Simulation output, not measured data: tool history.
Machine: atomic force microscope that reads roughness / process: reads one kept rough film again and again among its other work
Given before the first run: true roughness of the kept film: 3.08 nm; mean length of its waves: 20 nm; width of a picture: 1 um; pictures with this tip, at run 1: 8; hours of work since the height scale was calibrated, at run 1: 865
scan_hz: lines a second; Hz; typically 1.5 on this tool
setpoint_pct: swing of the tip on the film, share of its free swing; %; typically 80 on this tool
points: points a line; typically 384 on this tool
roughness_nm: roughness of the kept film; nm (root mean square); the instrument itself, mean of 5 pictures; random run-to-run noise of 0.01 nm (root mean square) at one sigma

| run | hour | scan_hz | setpoint_pct | points | pictures with this tip | hours of work since the height scale was calibrated | roughness_nm |
|---|---|---|---|---|---|---|---|
| 1 | 0 | 1.5 | 80 | 384 | 8 | 865 | 2.264 |
|  | 52.9 | new tip fitted |
| 2 | 68.8 | 1.5 | 80 | 384 | 28 | 903 | 2.175 |
|  | 111 | new tip fitted |
| 3 | 131.7 | 1.5 | 80 | 425 | 37 | 937 | 2.063 |
|  | 167.4 | new tip fitted |
| 4 | 174.3 | 1.5 | 57 | 384 | 12 | 960 | 2.305 |
| 5 | 220.3 | 1.5 | 82 | 384 | 93 | 986 | 1.795 |
|  | 227.1 | new tip fitted |
| 6 | 259.1 | 1.5 | 82 | 384 | 56 | 1007 | 1.953 |
|  | 284.2 | new tip fitted |
| 7 | 300.3 | 0.67 | 59 | 406 | 28 | 1030 | 2.221 |
|  | 339.8 | new tip fitted |
| 8 | 366.1 | 0.67 | 59 | 406 | 46 | 1066 | 2.104 |

Forecast run 9:
|  | 396.9 | new tip fitted |
| 9 | 432.8 | 0.67 | 59 | 406 | 64 | 1102 | ? |

{"run 9": {"roughness_nm": 2.075}}
Without the tool's hidden state the same run would have given roughness_nm 2.481 nm (root mean square).

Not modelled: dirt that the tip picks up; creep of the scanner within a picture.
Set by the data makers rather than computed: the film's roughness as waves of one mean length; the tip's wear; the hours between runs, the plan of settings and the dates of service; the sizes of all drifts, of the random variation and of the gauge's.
